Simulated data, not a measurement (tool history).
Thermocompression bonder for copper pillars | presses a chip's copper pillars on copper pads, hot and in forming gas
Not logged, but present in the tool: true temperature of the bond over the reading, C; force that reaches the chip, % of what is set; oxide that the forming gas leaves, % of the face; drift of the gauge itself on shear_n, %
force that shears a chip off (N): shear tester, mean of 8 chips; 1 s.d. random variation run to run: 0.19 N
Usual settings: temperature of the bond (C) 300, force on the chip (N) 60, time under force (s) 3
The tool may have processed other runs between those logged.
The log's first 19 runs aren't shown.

| run | hour | temperature of the bond (C) | force on the chip (N) | time under force (s) | hours of work since the heater was calibrated | hours of work since the force cell was calibrated | hours of work since the gas filter was changed | force that shears a chip off (N) |
|---|---|---|---|---|---|---|---|---|
| 20 | 1387.8 | 288 | 60 | 3 | 140 | 1690 | 188 | 33.8 |
| 21 | 1479.9 | 305 | 44 | 8 | 193 | 1743 | 242 | 49.8 |
| 22 | 1573.8 | 305 | 44 | 8 | 247 | 1797 | 296 | 49.0 |
|  | 1634.5 | forming gas filter changed |
| 23 | 1651.7 | 305 | 44 | 8 | 292 | 1842 | 10 | 50.8 |
| 24 | 1719.5 | 305 | 44 | 8 | 331 | 1881 | 49 | 50.6 |
| 25 | 1815.4 | 305 | 44 | 8 | 387 | 1937 | 105 | 50.5 |
| 26 | 1874.3 | 295 | 60 | 4 | 421 | 1971 | 139 | 43.1 |
| 27 | 1958.2 | 295 | 54 | 4 | 470 | 2019 | 187 | 39.6 |
| 28 | 2007.1 | 295 | 54 | 4 | 498 | 2048 | 216 | 39.3 |
|  | 2056.5 | force cell calibrated |
| 29 | 2059.4 | 308 | 54 | 6 | 527 | 2 | 245 | 57.4 |
| 30 | 2110.1 | 279 | 55 | 3 | 557 | 31 | 275 | 29.5 |
| 31 | 2163.5 | 279 | 39 | 7 | 588 | 62 | 305 | 30.8 |
|  | 2208.6 | forming gas filter changed |
| 32 | 2223.4 | 270 | 82 | 8 | 622 | 96 | 9 | 52.3 |
| 33 | 2313.3 | 270 | 82 | 8 | 674 | 148 | 61 | 51.8 |
| 34 | 2408.1 | 270 | 82 | 8 | 729 | 203 | 116 | 52.2 |
| 35 | 2504.1 | 286 | 67 | 2 | 785 | 259 | 171 | 34.1 |
| 36 | 2583.7 | 286 | 67 | 2 | 831 | 305 | 217 | 33.9 |
| 37 | 2673.1 | 281 | 52 | 3 | 882 | 357 | 269 | 29.7 |
| 38 | 2749.8 | 287 | 38 | 2 | 927 | 401 | 313 | 20.7 |

Each row is a separate what-if for the run after 38, all from the same tool condition, not one after another. Results?
|  | 2778.7 | forming gas filter changed |
| A | 2832.8 | 306 | 67 | 5 | 975 | 449 | 31 | ? |
|  | 2778.7 | forming gas filter changed |
| B | 2832.8 | 287 | 76 | 2 | 975 | 449 | 31 | ? |
|  | 2778.7 | forming gas filter changed |
| C | 2832.8 | 312 | 40 | 2 | 975 | 449 | 31 | ? |

| run | force that shears a chip off (N) |
|---|---|
| A | 63.6 |
| B | 39.4 |
| C | 34.3 |
With no hidden state in the tool, these same runs would have given:
| run | force that shears a chip off (N) |
|---|---|
| A | 61.7 |
| B | 37.6 |
| C | 32.9 |

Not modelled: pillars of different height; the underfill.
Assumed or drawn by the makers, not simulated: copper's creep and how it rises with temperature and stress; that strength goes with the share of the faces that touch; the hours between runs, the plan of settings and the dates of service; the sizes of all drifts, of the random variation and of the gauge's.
